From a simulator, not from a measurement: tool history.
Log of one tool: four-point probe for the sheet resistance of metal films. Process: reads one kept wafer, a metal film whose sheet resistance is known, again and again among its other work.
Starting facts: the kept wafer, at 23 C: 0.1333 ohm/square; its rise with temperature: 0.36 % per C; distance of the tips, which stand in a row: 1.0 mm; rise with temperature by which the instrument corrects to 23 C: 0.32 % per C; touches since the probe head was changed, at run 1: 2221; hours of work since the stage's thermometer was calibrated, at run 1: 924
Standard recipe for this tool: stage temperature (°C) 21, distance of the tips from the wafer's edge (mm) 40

run	hour	stage temperature (°C)	distance of the tips from the wafer's edge (mm)	touches since the probe head was changed	hours of work since the stage's thermometer was calibrated	sheet resistance as the instrument gives it (ohm/square)
1	0	21	40	2221	924	0.133016
2	41.9	21	40	3857	943	0.13303
3	90.2	21	40	5741	965	0.133109
4	119.3	23	40	6874	979	0.133228
5	165.8	23	40	8688	1000	0.133235
6	197.9	23	6	9943	1015	0.135214
7	229.3	23	6	11165	1029	0.135139
8	259.1	23	6	12328	1043	0.135196
9	291.7	23	6	13598	1058	0.13518
10	336.3	23	6	15339	1078	0.135214
11	367.4	23	6	16551	1093	0.135238
12	408.5	23	6	18155	1111	0.135258
13	458.7	23	6	20113	1135	0.135277
14	512	20	29	22194	1159	0.133268
15	561.3	33	13	24117	1182	0.134225
16	604.6	33	13	25805	1202	0.134261
17	632.4	32	20	26889	1214	0.134068
18	679.5	18	58	28727	1236	0.133181
19	724.3	22	10	30475	1257	0.134137
20	777.7	21	68	32558	1281	0.133312
21	801.6	19	19	33490	1292	0.133525

Below are 4 alternative next runs, each starting from the tool's condition after run 21. Predict each:
A	825	19	3	34404	1303	?
B	825	28	10	34404	1303	?
C	825	29	61	34404	1303	?
D	825	20	5	34404	1303	?

run	sheet resistance as the instrument gives it (ohm/square)
A	0.140814
B	0.134382
C	0.133804
D	0.136149
With the hidden condition removed and each run's random variation left untouched, the same runs would have given:
run	sheet resistance as the instrument gives it (ohm/square)
A	0.140616
B	0.134184
C	0.133605
D	0.135956
